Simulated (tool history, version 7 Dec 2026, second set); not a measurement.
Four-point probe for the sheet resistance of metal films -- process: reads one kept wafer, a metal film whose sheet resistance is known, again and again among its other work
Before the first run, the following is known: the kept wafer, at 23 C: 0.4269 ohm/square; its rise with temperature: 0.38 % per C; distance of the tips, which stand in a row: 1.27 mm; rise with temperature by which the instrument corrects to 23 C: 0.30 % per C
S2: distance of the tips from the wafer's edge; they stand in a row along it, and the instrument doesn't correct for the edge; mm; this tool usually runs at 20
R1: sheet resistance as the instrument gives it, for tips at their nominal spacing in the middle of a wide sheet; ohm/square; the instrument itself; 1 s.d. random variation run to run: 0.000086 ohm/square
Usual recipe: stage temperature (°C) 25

run 1 hour=0 | stage_temperature_(°C)=25 S2=20 | R1=0.428474
run 2 hour=12.9 | stage_temperature_(°C)=25 S2=20 | R1=0.428481
run 3 hour=27.1 | stage_temperature_(°C)=25 S2=20 | R1=0.428403
run 4 hour=52 | stage_temperature_(°C)=25 S2=20 | R1=0.428437
run 5 hour=79.1 | stage_temperature_(°C)=25 S2=20 | R1=0.428454
run 6 hour=93.2 | stage_temperature_(°C)=25 S2=5 | R1=0.441732
run 7 hour=116.1 | stage_temperature_(°C)=25 S2=5 | R1=0.441795
run 8 hour=134.9 | stage_temperature_(°C)=25 S2=5 | R1=0.441946
run 9 hour=159.7 | stage_temperature_(°C)=25 S2=5 | R1=0.441779
run 10 hour=179.6 | stage_temperature_(°C)=25 S2=20 | R1=0.428569
run 11 hour=203.4 | stage_temperature_(°C)=25 S2=20 | R1=0.428433
run 12 hour=217.3 | stage_temperature_(°C)=25 S2=20 | R1=0.428379
run 13 hour=242.4 | stage_temperature_(°C)=25 S2=20 | R1=0.428524
run 14 hour=267.1 | stage_temperature_(°C)=26 S2=20 | R1=0.428818
run 15 hour=290.2 | stage_temperature_(°C)=26 S2=20 | R1=0.428867
run 16 hour=303.2 | stage_temperature_(°C)=19 S2=58 | R1=0.425672
run 17 hour=316.7 | stage_temperature_(°C)=23 S2=3 | R1=0.463988
run 18 hour=331.9 | stage_temperature_(°C)=23 S2=3 | R1=0.463997
run 19 hour=351.4 | stage_temperature_(°C)=23 S2=6 | R1=0.436895
run 20 hour=363.7 | stage_temperature_(°C)=30 S2=12 | R1=0.431642
run 21 hour=377 | stage_temperature_(°C)=24 S2=6 | R1=0.437331
run 22 hour=402.5 | stage_temperature_(°C)=28 S2=23 | R1=0.429218
run 23 hour=414.8 | stage_temperature_(°C)=28 S2=23 | R1=0.429288
run 24 hour=441.1 | stage_temperature_(°C)=21 S2=55 | R1=0.426194
run 25 hour=462.7 | stage_temperature_(°C)=27 S2=49 | R1=0.428313
run 26 hour=483.9 | stage_temperature_(°C)=22 S2=62 | R1=0.426557
run 27 hour=508.6 | stage_temperature_(°C)=19 S2=5 | R1=0.439631

Alternative continuations, all from the tool just after run 27; predict every row:
run A hour=534 | stage_temperature_(°C)=25 S2=8 | R1=?
run B hour=534 | stage_temperature_(°C)=32 S2=52 | R1=?
run C hour=534 | stage_temperature_(°C)=32 S2=65 | R1=?
run D hour=534 | stage_temperature_(°C)=22 S2=6 | R1=?

run=A R1=0.433267
run=B R1=0.429942
run=C R1=0.429818
run=D R1=0.43671
Take away the tool's hidden state, keep each run's random variation, and the runs would have read:
run=A R1=0.43331
run=B R1=0.429985
run=C R1=0.429861
run=D R1=0.436754
